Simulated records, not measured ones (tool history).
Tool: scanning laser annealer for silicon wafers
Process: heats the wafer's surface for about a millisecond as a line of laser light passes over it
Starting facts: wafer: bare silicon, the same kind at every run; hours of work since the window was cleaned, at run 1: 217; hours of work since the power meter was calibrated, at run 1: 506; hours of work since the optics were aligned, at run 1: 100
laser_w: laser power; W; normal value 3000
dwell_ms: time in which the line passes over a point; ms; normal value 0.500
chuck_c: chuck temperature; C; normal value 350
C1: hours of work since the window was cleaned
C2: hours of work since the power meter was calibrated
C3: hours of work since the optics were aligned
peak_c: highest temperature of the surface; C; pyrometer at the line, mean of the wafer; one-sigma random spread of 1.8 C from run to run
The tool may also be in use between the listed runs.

run 1 day=0.000 | laser_w=3000 dwell_ms=0.500 chuck_c=350 | C1=217 C2=506 C3=100 | peak_c=1051
run 2 day=0.446 | laser_w=3000 dwell_ms=0.500 chuck_c=367 | C1=225 C2=514 C3=107 | peak_c=1066
run 3 day=1.375 | laser_w=2605 dwell_ms=0.500 chuck_c=350 | C1=240 C2=529 C3=123 | peak_c=943
run 4 day=2.367 | laser_w=2605 dwell_ms=0.500 chuck_c=379 | C1=257 C2=546 C3=139 | peak_c=965
run 5 day=3.158 | laser_w=2605 dwell_ms=0.500 chuck_c=379 | C1=270 C2=559 C3=152 | peak_c=964
run 6 day=3.792 | laser_w=2605 dwell_ms=0.500 chuck_c=379 | C1=280 C2=569 C3=163 | peak_c=964
run 7 day=4.442 | laser_w=2605 dwell_ms=0.500 chuck_c=379 | C1=291 C2=580 C3=174 | peak_c=964
run 8 day=5.088 | laser_w=2605 dwell_ms=0.500 chuck_c=379 | C1=302 C2=591 C3=184 | peak_c=964
run 9 day=5.983 | laser_w=2605 dwell_ms=0.500 chuck_c=379 | C1=316 C2=606 C3=199 | peak_c=962
run 10 day=6.892 | laser_w=2605 dwell_ms=0.500 chuck_c=379 | C1=332 C2=621 C3=214 | peak_c=958
run 11 day=7.500 | laser_w=2605 dwell_ms=0.500 chuck_c=379 | C1=342 C2=631 C3=224 | peak_c=958
run 12 day=8.325 | laser_w=2662 dwell_ms=0.500 chuck_c=350 | C1=355 C2=644 C3=238 | peak_c=945
run 13 day=9.096 | laser_w=3000 dwell_ms=0.404 chuck_c=350 | C1=368 C2=657 C3=251 | peak_c=963
run 14 day=10.117 | laser_w=3000 dwell_ms=0.450 chuck_c=350 | C1=385 C2=674 C3=268 | peak_c=1002
run 15 day=11.029 | laser_w=3000 dwell_ms=0.450 chuck_c=350 | C1=400 C2=689 C3=283 | peak_c=998
run 16 day=11.504 | laser_w=3000 dwell_ms=0.450 chuck_c=345 | C1=408 C2=697 C3=291 | peak_c=990
run 17 day=12.121 | laser_w=3000 dwell_ms=0.450 chuck_c=345 | C1=418 C2=707 C3=301 | peak_c=990
run 18 day=12.942 | laser_w=3000 dwell_ms=0.450 chuck_c=345 | C1=432 C2=721 C3=315 | peak_c=987
-- day=13.479 window over the wafer cleaned
run 19 day=13.762 | laser_w=3000 dwell_ms=0.450 chuck_c=345 | C1=5 C2=733 C3=327 | peak_c=1023
run 20 day=14.642 | laser_w=3052 dwell_ms=0.450 chuck_c=345 | C1=19 C2=748 C3=341 | peak_c=1036
run 21 day=15.258 | laser_w=3158 dwell_ms=0.465 chuck_c=352 | C1=29 C2=758 C3=352 | peak_c=1087
run 22 day=16.146 | laser_w=3220 dwell_ms=0.568 chuck_c=352 | C1=44 C2=773 C3=366 | peak_c=1183
run 23 day=17.071 | laser_w=3220 dwell_ms=0.542 chuck_c=342 | C1=60 C2=788 C3=382 | peak_c=1148
run 24 day=17.633 | laser_w=3000 dwell_ms=0.392 chuck_c=365 | C1=69 C2=797 C3=391 | peak_c=990
run 25 day=18.708 | laser_w=3000 dwell_ms=0.358 chuck_c=363 | C1=87 C2=815 C3=409 | peak_c=960
run 26 day=19.567 | laser_w=3000 dwell_ms=0.435 chuck_c=359 | C1=101 C2=829 C3=423 | peak_c=1015
run 27 day=20.200 | laser_w=3113 dwell_ms=0.396 chuck_c=350 | C1=111 C2=840 C3=434 | peak_c=1003
run 28 day=20.688 | laser_w=3000 dwell_ms=0.416 chuck_c=367 | C1=120 C2=848 C3=442 | peak_c=1006
run 29 day=21.296 | laser_w=3000 dwell_ms=0.386 chuck_c=350 | C1=130 C2=858 C3=452 | peak_c=966
run 30 day=22.367 | laser_w=3004 dwell_ms=0.500 chuck_c=351 | C1=147 C2=876 C3=470 | peak_c=1057
run 31 day=22.829 | laser_w=2854 dwell_ms=0.350 chuck_c=341 | C1=155 C2=884 C3=477 | peak_c=888
run 32 day=23.392 | laser_w=3000 dwell_ms=0.547 chuck_c=388 | C1=164 C2=893 C3=487 | peak_c=1123
run 33 day=24.038 | laser_w=2894 dwell_ms=0.434 chuck_c=388 | C1=175 C2=904 C3=497 | peak_c=1011
run 34 day=25.000 | laser_w=2640 dwell_ms=0.421 chuck_c=340 | C1=191 C2=920 C3=513 | peak_c=888
run 35 day=25.842 | laser_w=3029 dwell_ms=0.391 chuck_c=342 | C1=205 C2=933 C3=527 | peak_c=961
run 36 day=26.829 | laser_w=3010 dwell_ms=0.363 chuck_c=342 | C1=221 C2=950 C3=543 | peak_c=933
run 37 day=27.896 | laser_w=2924 dwell_ms=0.440 chuck_c=350 | C1=239 C2=968 C3=561 | peak_c=980
run 38 day=28.542 | laser_w=2789 dwell_ms=0.500 chuck_c=387 | C1=250 C2=978 C3=572 | peak_c=1020
run 39 day=29.321 | laser_w=2789 dwell_ms=0.500 chuck_c=387 | C1=263 C2=991 C3=585 | peak_c=1015
run 40 day=30.100 | laser_w=2969 dwell_ms=0.423 chuck_c=346 | C1=276 C2=1004 C3=598 | peak_c=971

Each row is a separate what-if for the run after 40, all from the same tool condition, not one after another. Results?
run A day=30.538 | laser_w=2888 dwell_ms=0.526 chuck_c=382 | C1=283 C2=1011 C3=605 | peak_c=?
run B day=30.538 | laser_w=2969 dwell_ms=0.423 chuck_c=355 | C1=283 C2=1011 C3=605 | peak_c=?
run C day=30.538 | laser_w=2643 dwell_ms=0.590 chuck_c=351 | C1=283 C2=1011 C3=605 | peak_c=?

run=A peak_c=1061
run=B peak_c=981
run=C peak_c=999
Had the tool no hidden state, the same runs would have come out as:
run=A peak_c=1096
run=B peak_c=1013
run=C peak_c=1032

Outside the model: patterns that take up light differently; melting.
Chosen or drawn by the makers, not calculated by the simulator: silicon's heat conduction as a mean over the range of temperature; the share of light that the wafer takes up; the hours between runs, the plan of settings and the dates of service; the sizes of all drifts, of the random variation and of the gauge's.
